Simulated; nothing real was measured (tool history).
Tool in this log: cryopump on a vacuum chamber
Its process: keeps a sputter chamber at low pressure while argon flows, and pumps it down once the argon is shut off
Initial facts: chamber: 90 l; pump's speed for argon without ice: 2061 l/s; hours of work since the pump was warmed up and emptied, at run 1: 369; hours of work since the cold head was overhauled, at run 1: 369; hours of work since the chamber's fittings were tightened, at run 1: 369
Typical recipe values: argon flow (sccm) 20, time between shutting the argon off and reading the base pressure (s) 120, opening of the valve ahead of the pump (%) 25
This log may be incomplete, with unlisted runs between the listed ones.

run	hour	argon flow (sccm)	time between shutting the argon off and reading the base pressure (s)	opening of the valve ahead of the pump (%)	hours of work since the pump was warmed up and emptied	hours of work since the cold head was overhauled	hours of work since the chamber's fittings were tightened	pressure while argon flows (Pa)	pressure after the wait (uPa)
1	0	20	120	25	369	369	369	0.067	0.53
2	57.2	20	120	25	420	420	420	0.0674	0.6
3	122.3	20	27	25	478	478	478	0.0673	1.11
4	228.3	20	120	25	572	572	572	0.0679	0.67
5	283	20	120	25	621	621	621	0.068	0.76
6	386.1	20	120	25	714	714	714	0.0684	0.77
7	465	20	106	25	784	784	784	0.0687	0.92
8	561.8	36	120	25	870	870	870	0.1244	0.88
# hour 605.5: pump warmed up, emptied and cooled again
9	694.1	36	120	25	79	984	984	0.1188	0.87
10	779.1	36	120	25	155	1060	1060	0.1198	0.91
11	900.3	20	120	16	263	1168	1168	0.1037	1.03
12	987.3	32	120	25	341	1246	1246	0.1068	1.08
13	1074.5	32	120	25	419	1324	1324	0.1077	1.14
14	1141.9	9	120	25	479	1384	1384	0.0302	1.18
15	1272	9	120	25	595	1500	1500	0.0306	1.27
16	1385.3	22	120	25	697	1602	1602	0.0753	1.32
17	1482.9	22	120	25	784	1689	1689	0.0754	1.47
18	1604.6	22	120	25	893	1798	1798	0.0761	1.54
# hour 1619: pump warmed up, emptied and cooled again
19	1723.4	27	41	17	93	1899	1899	0.1312	1.68
20	1806.4	23	138	23	167	1973	1973	0.0833	1.47
21	1886.3	23	288	52	239	2045	2045	0.0371	1.45
22	1995.3	30	192	16	336	2142	2142	0.1561	1.56
23	2111.8	30	192	16	440	2246	2246	0.1571	1.65
24	2211.1	11	120	60	529	2335	2335	0.0164	1.83
25	2309.1	17	53	37	617	2423	2423	0.0399	1.95
26	2411.4	17	53	37	708	2514	2514	0.0406	2.16
27	2499	32	163	37	786	2592	2592	0.0759	2.05
28	2581	18	120	16	860	2666	2666	0.0956	2.15
# hour 2637.6: pump warmed up, emptied and cooled again
29	2663.5	20	242	25	23	2735	2735	0.0655	1.82
30	2769.2	20	242	25	118	2829	2829	0.0665	1.87
31	2874.2	20	242	25	211	2923	2923	0.0663	1.94
32	2928.7	24	76	36	260	2972	2972	0.056	2.09
33	3048.1	20	134	38	367	3078	3078	0.0449	2.18

Branching from run 33: 3 alternative next runs. What would each branch give?
A	3129.4	20	134	22	439	3151	3151	?	?
B	3129.4	20	280	25	439	3151	3151	?	?
C	3129.4	30	52	25	439	3151	3151	?	?

run	pressure while argon flows (Pa)	pressure after the wait (uPa)
A	0.0763	2.29
B	0.0677	2.28
C	0.1012	2.45
Had the tool no hidden state, the same runs would have come out as:
run	pressure while argon flows (Pa)	pressure after the wait (uPa)
A	0.0744	0.29
B	0.0658	0.21
C	0.0983	0.45
